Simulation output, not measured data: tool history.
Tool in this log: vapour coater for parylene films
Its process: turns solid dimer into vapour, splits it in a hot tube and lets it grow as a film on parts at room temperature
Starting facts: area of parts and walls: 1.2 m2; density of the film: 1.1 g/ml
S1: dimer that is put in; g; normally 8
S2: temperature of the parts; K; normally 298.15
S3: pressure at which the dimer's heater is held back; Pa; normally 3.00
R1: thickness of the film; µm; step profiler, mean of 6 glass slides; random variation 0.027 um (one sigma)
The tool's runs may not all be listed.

run    hour  S1      S2    S3    R1
  1     0.0   8  298.15  3.00  2.72
  2    59.9   8  298.15  3.00  2.84
  3   136.7   7  298.15  3.00  2.40
  4   211.0   7  298.15  3.00  2.37
      225.0  -- trap's valve overhauled
  5   252.5   8  298.15  3.00  2.91
  6   330.3   8  298.15  3.00  2.95
  7   386.0   8  298.15  3.00  2.93
  8   457.9   8  291.15  3.00  4.04
  9   512.5   8  298.15  3.00  2.90
 10   594.3   8  298.15  3.00  2.88
 11   637.9  12  298.15  3.00  4.28
 12   698.2   8  302.15  3.00  2.35
 13   736.3   4  298.15  3.00  1.41
 14   792.8   4  298.15  3.61  1.35
 15   835.9   4  298.15  3.61  1.37
      887.5  -- trap's valve overhauled
 16   913.0   4  298.15  3.61  1.49
 17   996.7   8  310.15  3.00  1.68
 18  1042.1   7  298.15  3.00  2.57
 19  1089.9   7  298.15  3.00  2.59
 20  1141.0   8  298.15  3.00  2.87
 21  1184.3   8  292.15  3.00  3.82
 22  1250.8   8  292.15  3.00  3.84
 23  1321.3   8  292.15  3.00  3.80
 24  1387.8   8  297.15  3.00  2.97
 25  1424.1   4  292.15  2.91  1.91
 26  1480.7  10  294.15  2.91  4.30
     1487.9  -- table's thermometer calibrated
     1550.1  -- trap's valve overhauled
 27  1552.0  12  298.15  3.00  4.72
 28  1612.8  12  298.15  3.00  4.69
 29  1677.4   5  295.15  3.00  2.25
 30  1740.7   5  295.15  3.65  2.22
 31  1820.2   5  295.15  3.65  2.17
 32  1870.8   5  295.15  3.65  2.12
 33  1914.4  10  298.15  2.39  3.82
     1923.2  -- table's thermometer calibrated, once more
 34  1952.6   4  302.15  3.00  1.14
 35  1994.9   4  302.15  3.00  1.12

The next listed run, before its measurement:
 36  2054.0   6  298.15  8.17   ?

R1: 1.99 µm
With no hidden state in the tool, this same run would have given R1 2.11 µm.
